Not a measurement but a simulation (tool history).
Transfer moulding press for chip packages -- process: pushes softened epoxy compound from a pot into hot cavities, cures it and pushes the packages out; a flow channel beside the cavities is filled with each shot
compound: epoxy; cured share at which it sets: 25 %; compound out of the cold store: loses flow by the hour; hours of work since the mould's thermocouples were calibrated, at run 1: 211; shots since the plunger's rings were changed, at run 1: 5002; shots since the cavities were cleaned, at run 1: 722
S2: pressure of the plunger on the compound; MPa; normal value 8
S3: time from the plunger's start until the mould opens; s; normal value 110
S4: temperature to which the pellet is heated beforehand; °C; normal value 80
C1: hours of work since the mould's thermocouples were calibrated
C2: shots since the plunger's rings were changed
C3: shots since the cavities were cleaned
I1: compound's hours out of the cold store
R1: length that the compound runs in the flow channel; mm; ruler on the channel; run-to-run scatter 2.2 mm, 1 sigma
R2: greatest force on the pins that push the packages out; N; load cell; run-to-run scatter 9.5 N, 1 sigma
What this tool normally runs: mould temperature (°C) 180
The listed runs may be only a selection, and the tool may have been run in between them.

{"run": 1, "hour": 0.0, "mould temperature (°C)": 180, "S2": 8, "S3": 110, "S4": 80, "C1": 211, "C2": 5002, "C3": 722, "I1": 17.2, "R1": 890, "R2": 463}
{"run": 2, "hour": 7.8, "mould temperature (°C)": 172, "S2": 8, "S3": 110, "S4": 80, "C1": 216, "C2": 5092, "C3": 812, "I1": 33.3, "R1": 880, "R2": 838}
{"hour": 12.1, "done": "cavities cleaned with cleaning compound and waxed"}
{"hour": 17.4, "done": "plunger's sealing rings changed"}
{"run": 3, "hour": 26.4, "mould temperature (°C)": 172, "S2": 8, "S3": 110, "S4": 80, "C1": 227, "C2": 105, "C3": 138, "I1": 41.8, "R1": 857, "R2": 792}
{"run": 4, "hour": 36.1, "mould temperature (°C)": 187, "S2": 8, "S3": 110, "S4": 80, "C1": 234, "C2": 217, "C3": 250, "I1": 14.2, "R1": 874, "R2": 298}
{"run": 5, "hour": 46.7, "mould temperature (°C)": 187, "S2": 8, "S3": 110, "S4": 80, "C1": 241, "C2": 340, "C3": 373, "I1": 18.4, "R1": 863, "R2": 318}
{"run": 6, "hour": 57.2, "mould temperature (°C)": 187, "S2": 8, "S3": 110, "S4": 80, "C1": 249, "C2": 462, "C3": 495, "I1": 9.3, "R1": 888, "R2": 312}
{"run": 7, "hour": 67.5, "mould temperature (°C)": 187, "S2": 8, "S3": 110, "S4": 80, "C1": 256, "C2": 582, "C3": 615, "I1": 45.7, "R1": 787, "R2": 291}
{"run": 8, "hour": 76.5, "mould temperature (°C)": 180, "S2": 8.81, "S3": 110, "S4": 80, "C1": 263, "C2": 687, "C3": 720, "I1": 30.4, "R1": 896, "R2": 432}
{"run": 9, "hour": 83.1, "mould temperature (°C)": 180, "S2": 8.93, "S3": 110, "S4": 80, "C1": 268, "C2": 763, "C3": 796, "I1": 16.8, "R1": 947, "R2": 450}
{"hour": 89.0, "done": "cavities cleaned with cleaning compound and waxed"}
{"run": 10, "hour": 93.0, "mould temperature (°C)": 180, "S2": 8, "S3": 110, "S4": 83, "C1": 274, "C2": 861, "C3": 47, "I1": 28.4, "R1": 861, "R2": 434}
{"run": 11, "hour": 105.8, "mould temperature (°C)": 180, "S2": 8, "S3": 110, "S4": 83, "C1": 283, "C2": 1009, "C3": 195, "I1": 42.9, "R1": 818, "R2": 434}
{"run": 12, "hour": 119.2, "mould temperature (°C)": 180, "S2": 8, "S3": 110, "S4": 83, "C1": 292, "C2": 1165, "C3": 351, "I1": 36.7, "R1": 836, "R2": 446}
{"run": 13, "hour": 131.2, "mould temperature (°C)": 180, "S2": 8, "S3": 110, "S4": 83, "C1": 301, "C2": 1304, "C3": 490, "I1": 25.5, "R1": 863, "R2": 453}
{"run": 14, "hour": 144.6, "mould temperature (°C)": 180, "S2": 8, "S3": 110, "S4": 87, "C1": 311, "C2": 1459, "C3": 645, "I1": 27.8, "R1": 862, "R2": 429}
{"run": 15, "hour": 152.8, "mould temperature (°C)": 180, "S2": 8, "S3": 110, "S4": 80, "C1": 317, "C2": 1555, "C3": 741, "I1": 44.2, "R1": 810, "R2": 429}
{"hour": 163.6, "done": "cavities cleaned with cleaning compound and waxed"}
{"run": 16, "hour": 164.3, "mould temperature (°C)": 180, "S2": 8, "S3": 110, "S4": 80, "C1": 324, "C2": 1671, "C3": 8, "I1": 18.6, "R1": 893, "R2": 441}
{"run": 17, "hour": 173.0, "mould temperature (°C)": 180, "S2": 8, "S3": 115, "S4": 88, "C1": 330, "C2": 1772, "C3": 109, "I1": 26.8, "R1": 861, "R2": 398}
{"run": 18, "hour": 180.1, "mould temperature (°C)": 180, "S2": 8, "S3": 115, "S4": 88, "C1": 335, "C2": 1855, "C3": 192, "I1": 17.9, "R1": 889, "R2": 396}
{"run": 19, "hour": 192.8, "mould temperature (°C)": 180, "S2": 8, "S3": 115, "S4": 88, "C1": 344, "C2": 2002, "C3": 339, "I1": 20.4, "R1": 879, "R2": 402}
{"run": 20, "hour": 198.8, "mould temperature (°C)": 180, "S2": 6.63, "S3": 135, "S4": 73, "C1": 349, "C2": 2071, "C3": 408, "I1": 22.2, "R1": 799, "R2": 322}
{"run": 21, "hour": 211.2, "mould temperature (°C)": 173, "S2": 6.38, "S3": 106, "S4": 73, "C1": 357, "C2": 2216, "C3": 553, "I1": 32.6, "R1": 784, "R2": 841}
{"run": 22, "hour": 217.4, "mould temperature (°C)": 173, "S2": 6.38, "S3": 106, "S4": 73, "C1": 362, "C2": 2288, "C3": 625, "I1": 31.4, "R1": 786, "R2": 856}
{"run": 23, "hour": 228.0, "mould temperature (°C)": 173, "S2": 6.38, "S3": 106, "S4": 73, "C1": 370, "C2": 2410, "C3": 747, "I1": 26.7, "R1": 802, "R2": 862}
{"hour": 238.0, "done": "cavities cleaned with cleaning compound and waxed"}
{"run": 24, "hour": 238.7, "mould temperature (°C)": 177, "S2": 6.38, "S3": 106, "S4": 74, "C1": 376, "C2": 2517, "C3": 8, "I1": 39.7, "R1": 750, "R2": 622}
{"run": 25, "hour": 245.6, "mould temperature (°C)": 177, "S2": 6.38, "S3": 106, "S4": 74, "C1": 381, "C2": 2597, "C3": 88, "I1": 37, "R1": 757, "R2": 612}
{"run": 26, "hour": 260.2, "mould temperature (°C)": 178, "S2": 6.72, "S3": 110, "S4": 80, "C1": 392, "C2": 2767, "C3": 258, "I1": 39.8, "R1": 765, "R2": 509}
{"run": 27, "hour": 267.3, "mould temperature (°C)": 178, "S2": 8.04, "S3": 113, "S4": 80, "C1": 397, "C2": 2849, "C3": 340, "I1": 33.5, "R1": 851, "R2": 465}
{"run": 28, "hour": 274.3, "mould temperature (°C)": 178, "S2": 8.04, "S3": 113, "S4": 80, "C1": 402, "C2": 2931, "C3": 422, "I1": 20.5, "R1": 895, "R2": 504}
{"run": 29, "hour": 281.5, "mould temperature (°C)": 178, "S2": 8.04, "S3": 113, "S4": 80, "C1": 407, "C2": 3015, "C3": 506, "I1": 42.9, "R1": 826, "R2": 457}

3 ways to go on from here, each from the tool as it stands after run 29. What would each give?
{"run": "A", "hour": 296.1, "mould temperature (°C)": 178, "S2": 7.22, "S3": 93, "S4": 74, "C1": 417, "C2": 3184, "C3": 675, "I1": 40.2, "R1": "?", "R2": "?"}
{"run": "B", "hour": 296.1, "mould temperature (°C)": 183, "S2": 6.25, "S3": 104, "S4": 80, "C1": 417, "C2": 3184, "C3": 675, "I1": 40.9, "R1": "?", "R2": "?"}
{"run": "C", "hour": 296.1, "mould temperature (°C)": 180, "S2": 8, "S3": 110, "S4": 90, "C1": 417, "C2": 3184, "C3": 675, "I1": 18.6, "R1": "?", "R2": "?"}

run=A R1=789 R2=798
run=B R1=721 R2=397
run=C R1=889 R2=435
Without the tool's unlogged condition, the same runs would have read:
run=A R1=789 R2=791
run=B R1=721 R2=393
run=C R1=889 R2=431

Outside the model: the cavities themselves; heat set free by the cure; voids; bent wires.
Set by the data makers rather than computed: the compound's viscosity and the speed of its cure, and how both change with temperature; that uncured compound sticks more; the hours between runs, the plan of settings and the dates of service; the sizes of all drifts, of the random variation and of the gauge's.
